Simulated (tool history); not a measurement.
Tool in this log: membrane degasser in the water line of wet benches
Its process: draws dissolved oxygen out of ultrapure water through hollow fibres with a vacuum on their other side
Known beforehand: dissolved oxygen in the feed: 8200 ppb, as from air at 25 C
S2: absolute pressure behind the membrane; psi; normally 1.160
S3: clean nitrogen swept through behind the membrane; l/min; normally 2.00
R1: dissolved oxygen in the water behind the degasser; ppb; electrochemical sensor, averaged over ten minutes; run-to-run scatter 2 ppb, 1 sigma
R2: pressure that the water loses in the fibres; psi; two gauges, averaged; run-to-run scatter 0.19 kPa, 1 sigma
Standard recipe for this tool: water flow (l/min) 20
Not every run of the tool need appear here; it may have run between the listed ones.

Run 1, hour 0.0: usual settings. Result: R1 196.6 ppb, R2 5.443 psi.
Run 2, hour 37.1: usual settings but S2 1.996 psi. Result: R1 323.7 ppb, R2 5.422 psi.
Run 3, hour 66.9: usual settings but S2 1.996 psi. Result: R1 323.5 ppb, R2 5.414 psi.
Run 4, hour 97.1: usual settings but S2 1.996 psi. Result: R1 330.9 ppb, R2 5.442 psi.
Run 5, hour 139.4: usual settings. Result: R1 199.8 ppb, R2 5.387 psi.
Run 6, hour 179.0: usual settings. Result: R1 199.1 ppb, R2 5.348 psi.
Run 7, hour 220.2: usual settings but S2 2.689 psi. Result: R1 432.7 ppb, R2 5.313 psi.
Run 8, hour 248.1: usual settings but water flow (l/min) 18, S2 2.689 psi. Result: R1 370.2 ppb, R2 4.843 psi.
Run 9, hour 293.1: usual settings but water flow (l/min) 18, S2 2.689 psi. Result: R1 372.0 ppb, R2 4.833 psi.
Run 10, hour 329.6: usual settings but water flow (l/min) 18, S2 2.689 psi. Result: R1 369.5 ppb, R2 4.809 psi.
Run 11, hour 374.7: usual settings. Result: R1 195.5 ppb, R2 5.362 psi.
Run 12, hour 420.4: usual settings. Result: R1 198.0 ppb, R2 5.314 psi.
At hour 430.5: gauge calibrated.
Run 13, hour 468.0: usual settings but water flow (l/min) 23. Result: R1 269.3 ppb, R2 6.276 psi.
Run 14, hour 501.0: usual settings but water flow (l/min) 23. Result: R1 272.7 ppb, R2 6.234 psi.
Run 15, hour 526.3: usual settings but water flow (l/min) 23. Result: R1 273.7 ppb, R2 6.253 psi.
Run 16, hour 573.0: usual settings but water flow (l/min) 23. Result: R1 271.8 ppb, R2 6.212 psi.
Run 17, hour 624.8: usual settings but water flow (l/min) 18, S2 2.319 psi, S3 5.67 l/min. Result: R1 155.0 ppb, R2 4.817 psi.
Run 18, hour 657.5: usual settings but water flow (l/min) 18, S2 2.319 psi, S3 5.67 l/min. Result: R1 157.8 ppb, R2 4.847 psi.
Run 19, hour 694.7: usual settings but water flow (l/min) 18, S2 1.107 psi, S3 2.43 l/min. Result: R1 134.6 ppb, R2 4.836 psi.
Run 20, hour 746.3: usual settings but water flow (l/min) 22, S3 1.36 l/min. Result: R1 297.9 ppb, R2 5.829 psi.
Run 21, hour 776.3: usual settings but water flow (l/min) 22, S3 1.36 l/min. Result: R1 298.5 ppb, R2 5.832 psi.
Run 22, hour 805.2: usual settings but water flow (l/min) 17, S3 1.95 l/min. Result: R1 142.6 ppb, R2 4.540 psi.
Run 23, hour 856.6: usual settings but water flow (l/min) 17, S3 1.95 l/min. Result: R1 142.2 ppb, R2 4.559 psi.
Run 24, hour 885.5: usual settings but water flow (l/min) 17, S3 1.28 l/min. Result: R1 185.8 ppb, R2 4.454 psi.
Run 25, hour 928.5: usual settings but water flow (l/min) 17, S3 1.28 l/min. Result: R1 186.2 ppb, R2 4.501 psi.
Run 26, hour 967.4: usual settings but water flow (l/min) 29. Result: R1 457.2 ppb, R2 7.580 psi.
Run 27, hour 1011.4: usual settings but water flow (l/min) 17, S3 4.64 l/min. Result: R1 86.3 ppb, R2 4.419 psi.
Run 28, hour 1036.6: usual settings but water flow (l/min) 15, S2 0.792 psi, S3 1.05 l/min. Result: R1 99.3 ppb, R2 3.903 psi.
Run 29, hour 1085.2: usual settings but water flow (l/min) 15, S2 2.625 psi, S3 2.44 l/min. Result: R1 238.2 ppb, R2 3.904 psi.
Run 30, hour 1134.8: usual settings but water flow (l/min) 15, S2 2.625 psi, S3 2.44 l/min. Result: R1 238.3 ppb, R2 3.886 psi.
Run 31, hour 1177.1: usual settings but water flow (l/min) 23, S3 2.20 l/min. Result: R1 262.5 ppb, R2 5.949 psi.
Run 32, hour 1203.9: usual settings but water flow (l/min) 23, S3 2.20 l/min. Result: R1 263.6 ppb, R2 5.942 psi.

Below, each run's measurement less what the same run would have read without the hidden state. Both values contain the same run-to-run variation, but the gauge's scatter may not be the same in both:
Unlogged tool condition in this case: membrane still open, %; true pressure behind the membrane over the reading, kPa; air that leaks in behind the membrane, l/min; drift of the gauge itself on oxygen_ppb, %; drift of the gauge itself on loss_of_pressure_kpa, %.
run      R2
  1  +0.000
  2  -0.015
  3  -0.026
  4  -0.036
  5  -0.052
  6  -0.067
  7  -0.084
  8  -0.084
  9  -0.100
 10  -0.113
 11  -0.142
 12  -0.158
 13  -0.016
 14  -0.029
 15  -0.041
 16  -0.061
 17  -0.065
 18  -0.077
 19  -0.088
 20  -0.131
 21  -0.144
 22  -0.120
 23  -0.138
 24  -0.145
 25  -0.161
 26  -0.293
 27  -0.187
 28  -0.173
 29  -0.186
 30  -0.200
 31  -0.325
 32  -0.336
R1: differs from the measured result by no more than 0.2 ppb in any run.

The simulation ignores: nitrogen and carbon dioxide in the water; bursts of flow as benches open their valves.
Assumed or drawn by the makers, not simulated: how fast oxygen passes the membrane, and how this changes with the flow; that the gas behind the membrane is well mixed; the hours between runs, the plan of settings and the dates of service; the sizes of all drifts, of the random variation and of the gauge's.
